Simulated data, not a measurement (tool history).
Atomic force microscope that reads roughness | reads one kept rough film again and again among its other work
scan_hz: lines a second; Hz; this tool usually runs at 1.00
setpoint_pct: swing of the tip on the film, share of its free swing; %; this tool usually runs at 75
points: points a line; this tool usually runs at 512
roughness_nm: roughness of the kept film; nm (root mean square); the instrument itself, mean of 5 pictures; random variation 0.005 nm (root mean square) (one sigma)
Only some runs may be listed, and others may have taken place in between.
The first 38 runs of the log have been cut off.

{"day": 24.692, "done": "new tip fitted"}
{"run": 39, "day": 24.762, "scan_hz": 2.67, "setpoint_pct": 71, "points": 442, "roughness_nm": 0.664}
{"run": 40, "day": 25.471, "scan_hz": 2.01, "setpoint_pct": 66, "points": 800, "roughness_nm": 0.711}
{"run": 41, "day": 26.225, "scan_hz": 0.51, "setpoint_pct": 66, "points": 800, "roughness_nm": 0.734}
{"run": 42, "day": 27.067, "scan_hz": 0.51, "setpoint_pct": 66, "points": 800, "roughness_nm": 0.719}
{"day": 27.383, "done": "new tip fitted"}
{"run": 43, "day": 27.979, "scan_hz": 1.37, "setpoint_pct": 58, "points": 293, "roughness_nm": 0.738}
{"run": 44, "day": 28.425, "scan_hz": 2.0, "setpoint_pct": 62, "points": 850, "roughness_nm": 0.71}
{"run": 45, "day": 29.104, "scan_hz": 2.0, "setpoint_pct": 62, "points": 850, "roughness_nm": 0.699}
{"run": 46, "day": 29.746, "scan_hz": 2.0, "setpoint_pct": 62, "points": 850, "roughness_nm": 0.68}
{"day": 30.121, "done": "new tip fitted"}
{"run": 47, "day": 30.425, "scan_hz": 1.0, "setpoint_pct": 75, "points": 512, "roughness_nm": 0.726}
{"run": 48, "day": 31.175, "scan_hz": 1.0, "setpoint_pct": 75, "points": 512, "roughness_nm": 0.698}
{"run": 49, "day": 31.788, "scan_hz": 1.0, "setpoint_pct": 69, "points": 678, "roughness_nm": 0.714}
{"run": 50, "day": 32.454, "scan_hz": 1.63, "setpoint_pct": 64, "points": 678, "roughness_nm": 0.687}
{"day": 32.829, "done": "new tip fitted"}
{"run": 51, "day": 33.279, "scan_hz": 1.63, "setpoint_pct": 64, "points": 678, "roughness_nm": 0.741}
{"run": 52, "day": 34.183, "scan_hz": 1.63, "setpoint_pct": 64, "points": 678, "roughness_nm": 0.701}
{"run": 53, "day": 35.008, "scan_hz": 1.23, "setpoint_pct": 58, "points": 347, "roughness_nm": 0.709}

Here are 3 independent what-if runs from the current tool condition. What would each one return?
{"day": 35.525, "done": "new tip fitted"}
{"run": "A", "day": 35.612, "scan_hz": 1.23, "setpoint_pct": 58, "points": 290, "roughness_nm": "?"}
{"day": 35.525, "done": "new tip fitted"}
{"run": "B", "day": 35.612, "scan_hz": 1.23, "setpoint_pct": 58, "points": 759, "roughness_nm": "?"}
{"day": 35.525, "done": "new tip fitted"}
{"run": "C", "day": 35.612, "scan_hz": 2.26, "setpoint_pct": 73, "points": 371, "roughness_nm": "?"}

run=A roughness_nm=0.754
run=B roughness_nm=0.762
run=C roughness_nm=0.663
With no hidden state in the tool, these same runs would have given:
run=A roughness_nm=0.757
run=B roughness_nm=0.764
run=C roughness_nm=0.665
